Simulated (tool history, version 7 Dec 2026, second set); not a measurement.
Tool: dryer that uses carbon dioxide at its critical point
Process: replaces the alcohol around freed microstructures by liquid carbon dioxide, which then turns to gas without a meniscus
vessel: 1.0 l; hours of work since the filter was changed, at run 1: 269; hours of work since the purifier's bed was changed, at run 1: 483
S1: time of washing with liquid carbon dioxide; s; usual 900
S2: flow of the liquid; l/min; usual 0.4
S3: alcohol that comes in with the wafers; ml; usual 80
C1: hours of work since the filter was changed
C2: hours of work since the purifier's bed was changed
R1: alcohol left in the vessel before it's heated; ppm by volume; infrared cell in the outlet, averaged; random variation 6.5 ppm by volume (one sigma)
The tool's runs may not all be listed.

run    hour    S1     S2   S3   C1    C2    R1
  1       0   900    0.4   80  269   483   509
  2    39.8   900    0.4   80  294   509   544
  3    93.5   900  0.295   80  328   542  2056
  4   148.8   900  0.295   80  363   577  2150
  5   191.6   900    0.4   80  390   604   619
  6     240   900    0.4   25  420   635   294
  7   284.4   900    0.4   25  448   663   314
      300.5  -- inlet filter changed
  8   337.4   900    0.4   25   23   696   238
  9   399.2   900    0.4   29   62   735   246
 10   458.7   900    0.4   29  100   772   267
 11   485.4   900    0.4   80  117   789   476
 12   543.6   900  0.513   80  154   826   229
 13   581.9   900   0.28   85  178   850  2252
 14   632.2   900   0.28   85  209   882  2364
 15   694.6   780    0.4   28  249   921   458
 16   756.4   720    0.4  101  288   960  1702
 17     815   720    0.4  101  325   997  1792
 18   858.1   600  0.341   23  352  1025  1489
 19   883.6  1080   0.56   27  368  1041   201
 20   911.7  1080   0.56   27  386  1059   210
      938.4  -- purifier's bed changed
 21   967.2   900  0.334   80  419    18  1250
 22  1001.4   900  0.334   80  441    40  1286
     1028.6  -- inlet filter changed
 23  1028.6   900  0.334   80    0    56   770
 24    1061   900  0.334   80   20    77   799

Some steps in R1 between neighbouring runs. How much of each would the tool show without its hidden state too (settings, what came in, random variation), and how much is left for the hidden state, with any gauge scatter that isn't in both results?
The hidden state here: flow that reaches the vessel past the clogged filter, %; alcohol in the recycled carbon dioxide, ppm; drift of the gauge itself on alcohol_ppm, %.
Run 4 -> 5: S2 0.295 -> 0.4. R1 -1531 ppm by volume: hidden state -469, all else -1062.
Run 12 -> 13: S2 0.513 -> 0.28, S3 80 -> 85. R1 +2023 ppm by volume: hidden state +349, all else +1674.
Run 14 -> 15: S1 900 -> 780, S2 0.28 -> 0.4, S3 85 -> 28. R1 -1906 ppm by volume: hidden state -347, all else -1559.
Run 22 -> 23: inlet filter changed. R1 -516 ppm by volume: hidden state -523, all else +7.
